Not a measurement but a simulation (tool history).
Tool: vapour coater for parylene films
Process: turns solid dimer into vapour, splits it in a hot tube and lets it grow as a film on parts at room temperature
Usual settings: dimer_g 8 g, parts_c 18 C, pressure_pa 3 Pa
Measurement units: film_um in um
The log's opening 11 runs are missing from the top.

run,hour,dimer_g,parts_c,pressure_pa,film_um
12,140.1,8,18,3,2.03
13,155,4,18,3,1
14,164.6,8,18,3,2
15,174.5,8,18,10.9,1.71
16,188,8,18,10.9,1.72
17,204.2,8,18,10.9,1.73
18,212.7,8,18,10.9,1.68
19,229.7,6,18,2.01,1.55
20,248,8,18,3.38,1.96
21,260.8,8,18,6.2,1.79
22,270.3,5,21,2.38,1.13
23,286.5,6,10,2.6,2.01
24,298.2,11,18,4.55,2.54
25,310.2,11,18,4.55,2.56
# hour 315.7: trap's valve overhauled
26,330.6,11,18,4.55,2.5
27,347.2,11,18,4.55,2.49
28,356.4,11,18,4.55,2.47
29,364.7,7,11,4.55,2.03

Forecast run 30:
30,380.5,11,14,2.52,?

{"run 30": {"film_um": 3.09}}
With no hidden state in the tool, this same run would have given film_um 3.33 um.
